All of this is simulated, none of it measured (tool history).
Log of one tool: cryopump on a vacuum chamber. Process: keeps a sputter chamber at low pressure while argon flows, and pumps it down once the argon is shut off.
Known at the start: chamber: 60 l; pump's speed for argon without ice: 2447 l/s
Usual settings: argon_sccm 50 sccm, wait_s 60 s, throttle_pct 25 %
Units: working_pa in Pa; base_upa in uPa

run 1 hour=0.0 | argon_sccm=50 wait_s=60 throttle_pct=25 | working_pa=0.1386 base_upa=1.39
run 2 hour=11.1 | argon_sccm=50 wait_s=60 throttle_pct=25 | working_pa=0.1392 base_upa=1.43
run 3 hour=31.5 | argon_sccm=50 wait_s=60 throttle_pct=17 | working_pa=0.2044 base_upa=1.48
run 4 hour=46.7 | argon_sccm=50 wait_s=60 throttle_pct=17 | working_pa=0.2057 base_upa=1.42
run 5 hour=56.8 | argon_sccm=66 wait_s=60 throttle_pct=17 | working_pa=0.2709 base_upa=1.47
run 6 hour=75.1 | argon_sccm=21 wait_s=60 throttle_pct=25 | working_pa=0.0588 base_upa=1.44
run 7 hour=88.3 | argon_sccm=37 wait_s=24 throttle_pct=25 | working_pa=0.1040 base_upa=2.67
run 8 hour=100.9 | argon_sccm=37 wait_s=24 throttle_pct=25 | working_pa=0.1037 base_upa=2.73
run 9 hour=118.2 | argon_sccm=39 wait_s=60 throttle_pct=25 | working_pa=0.1101 base_upa=1.49
run 10 hour=140.4 | argon_sccm=39 wait_s=24 throttle_pct=22 | working_pa=0.1243 base_upa=2.68
run 11 hour=156.1 | argon_sccm=41 wait_s=76 throttle_pct=57 | working_pa=0.0523 base_upa=1.37

Forecast each of these 5 alternatives for the next run:
run A hour=170.0 | argon_sccm=36 wait_s=139 throttle_pct=57 | working_pa=? base_upa=?
run B hour=170.0 | argon_sccm=81 wait_s=76 throttle_pct=39 | working_pa=? base_upa=?
run C hour=170.0 | argon_sccm=71 wait_s=79 throttle_pct=57 | working_pa=? base_upa=?
run D hour=170.0 | argon_sccm=71 wait_s=31 throttle_pct=58 | working_pa=? base_upa=?
run E hour=170.0 | argon_sccm=47 wait_s=76 throttle_pct=49 | working_pa=? base_upa=?

run=A working_pa=0.0452 base_upa=1.12
run=B working_pa=0.1489 base_upa=1.35
run=C working_pa=0.0908 base_upa=1.35
run=D working_pa=0.0897 base_upa=2.37
run=E working_pa=0.0702 base_upa=1.39
Without the tool's hidden state the same runs would have given:
run=A working_pa=0.0427 base_upa=0.49
run=B working_pa=0.1432 base_upa=0.73
run=C working_pa=0.0858 base_upa=0.73
run=D working_pa=0.0847 base_upa=1.75
run=E working_pa=0.0668 base_upa=0.77
